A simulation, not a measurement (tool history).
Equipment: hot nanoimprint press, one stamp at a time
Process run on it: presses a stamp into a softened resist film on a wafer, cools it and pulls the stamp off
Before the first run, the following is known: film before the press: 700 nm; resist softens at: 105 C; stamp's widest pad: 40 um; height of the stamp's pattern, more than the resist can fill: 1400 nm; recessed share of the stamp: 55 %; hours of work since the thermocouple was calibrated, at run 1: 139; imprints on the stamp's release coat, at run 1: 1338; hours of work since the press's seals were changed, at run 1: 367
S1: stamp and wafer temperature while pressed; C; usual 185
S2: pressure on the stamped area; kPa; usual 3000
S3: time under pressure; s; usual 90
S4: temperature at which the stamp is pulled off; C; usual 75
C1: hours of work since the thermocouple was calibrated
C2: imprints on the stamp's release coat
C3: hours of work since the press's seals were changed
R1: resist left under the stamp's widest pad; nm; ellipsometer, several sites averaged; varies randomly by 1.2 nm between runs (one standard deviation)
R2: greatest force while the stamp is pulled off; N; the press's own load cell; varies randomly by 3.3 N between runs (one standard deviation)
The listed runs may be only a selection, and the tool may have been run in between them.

run    hour   S1    S2   S3  S4   C1    C2   C3     R1   R2
  1       0  185  3000   90  75  139  1338  367  405.4  187
  2    52.4  185  3000   90  75  179  1536  407  404.5  189
  3    94.2  185  3000   90  75  211  1693  439  403.8  191
      126.9  -- stamp cleaned and given a new release coat
  4   127.3  185  3000   90  75  231     1  460  403.4  157
  5   163.8  185  3000   90  75  259   139  487    405  157
  6   215.9  185  3000   90  75  299   335  527  402.6  161
      241.3  -- plate thermocouple calibrated
  7   284.5  185  3000   90  75   33   583  577  411.7  174
  8   328.8  185  3000   90  75   66   750  610  409.5  172
  9   368.6  185  3000   90  75   97   900  641  412.3  174
 10     426  185  3000   90  65  140  1116  684  409.1  230
      464.1  -- press's hydraulic seals changed and the load cell set to zero
 11   473.2  185  3000   90  65  170  1264    7  405.1  228
 12   530.3  185  3000   90  65  214  1480   50  405.3  239
 13   564.1  185  3000   90  65  239  1607   76  404.8  236
 14   607.5  185  3000   90  65  272  1771  109  401.5  234
      619.2  -- stamp cleaned and given a new release coat
      676.9  -- plate thermocouple calibrated
 15   681.9  185  3000   52  75    4   225  159  478.5  166
 16   737.4  191  2900   81  81   46   434  201  360.4  135
 17   765.3  191  1830  122  81   67   540  222  373.5  145
 18   800.6  185  4320   98  71   94   673  249  340.8  186
 19   839.5  185  2180   65  75  124   820  279  495.1  172
 20   880.1  185  2180  114  75  154   973  309  423.5  175
 21   926.7  185  2180  114  75  190  1149  345  423.4  180
 22   956.1  197  3000   66  75  212  1259  367  315.2  186
 23   997.5  182  4090  176  75  244  1415  399  310.1  182
 24  1043.2  182  4090  176  75  278  1588  433  309.5  190
 25  1077.8  185  3000  120  62  305  1718  460  366.8  265
     1095.3  -- plate thermocouple calibrated
       1106  -- stamp cleaned and given a new release coat
 26  1142.4  189  3590   90  75   31   137  502  337.8  162
 27  1199.2  177  1910   90  75   74   351  545  565.2  169

Run 28, settings as shown, results not yet in. Your forecast:
 28  1260.7  177  1910  90  78  121  583  592   ?   ?

R1: 563.5 nm
R2: 161 N
Take away the tool's hidden state, keep the run-to-run variation as it was, and the same run would have given R1 563.2 nm, R2 150 N.

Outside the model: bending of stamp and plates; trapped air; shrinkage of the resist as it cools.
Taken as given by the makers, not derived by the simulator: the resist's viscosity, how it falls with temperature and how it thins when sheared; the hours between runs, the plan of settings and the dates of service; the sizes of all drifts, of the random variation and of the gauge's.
